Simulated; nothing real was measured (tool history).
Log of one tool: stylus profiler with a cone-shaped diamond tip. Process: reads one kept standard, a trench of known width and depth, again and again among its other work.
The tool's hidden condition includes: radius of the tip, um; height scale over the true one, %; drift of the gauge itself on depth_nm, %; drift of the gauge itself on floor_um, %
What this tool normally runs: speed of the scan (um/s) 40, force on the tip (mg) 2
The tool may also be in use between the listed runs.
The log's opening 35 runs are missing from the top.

| run | hour | speed of the scan (um/s) | force on the tip (mg) | scans with this tip | hours of work since the height scale was calibrated | depth of the trench (Å) | width of the trench's floor (nm) |
|---|---|---|---|---|---|---|---|
| 36 | 914.7 | 31 | 2 | 6396 | 211 | 1014 | 18030 |
| 37 | 945.4 | 16 | 2 | 6486 | 230 | 1013.1 | 18240 |
| 38 | 968 | 30 | 3.6 | 6552 | 244 | 1019.2 | 18150 |
| 39 | 1004 | 124 | 1.03 | 6657 | 267 | 1009.9 | 17230 |
| 40 | 1032.4 | 40 | 1.51 | 6740 | 284 | 1012 | 18010 |
| 41 | 1057.1 | 11 | 1.11 | 6812 | 300 | 1008.4 | 18180 |
| 42 | 1072 | 11 | 1.11 | 6856 | 309 | 1009.7 | 18130 |
| 43 | 1096.1 | 40 | 0.83 | 6926 | 324 | 1007.8 | 17900 |
| 44 | 1112.7 | 40 | 0.83 | 6975 | 334 | 1006.2 | 17890 |
| 45 | 1129.6 | 11 | 0.83 | 7024 | 345 | 1008.5 | 18190 |
| 46 | 1153.6 | 11 | 0.83 | 7094 | 360 | 1009.2 | 18150 |

Each row is a separate what-if for the run after 46, all from the same tool condition, not one after another. Results?
| A | 1186.9 | 33 | 3.6 | 7191 | 381 | ? | ? |
| B | 1186.9 | 19 | 2 | 7191 | 381 | ? | ? |
| C | 1186.9 | 15 | 0.74 | 7191 | 381 | ? | ? |

| run | depth of the trench (Å) | width of the trench's floor (nm) |
|---|---|---|
| A | 1019.1 | 18130 |
| B | 1014.8 | 18130 |
| C | 1006.7 | 18080 |
With no hidden state in the tool, these same runs would have given:
| run | depth of the trench (Å) | width of the trench's floor (nm) |
|---|---|---|
| A | 1017.4 | 18470 |
| B | 1013.1 | 18470 |
| C | 1005 | 18420 |
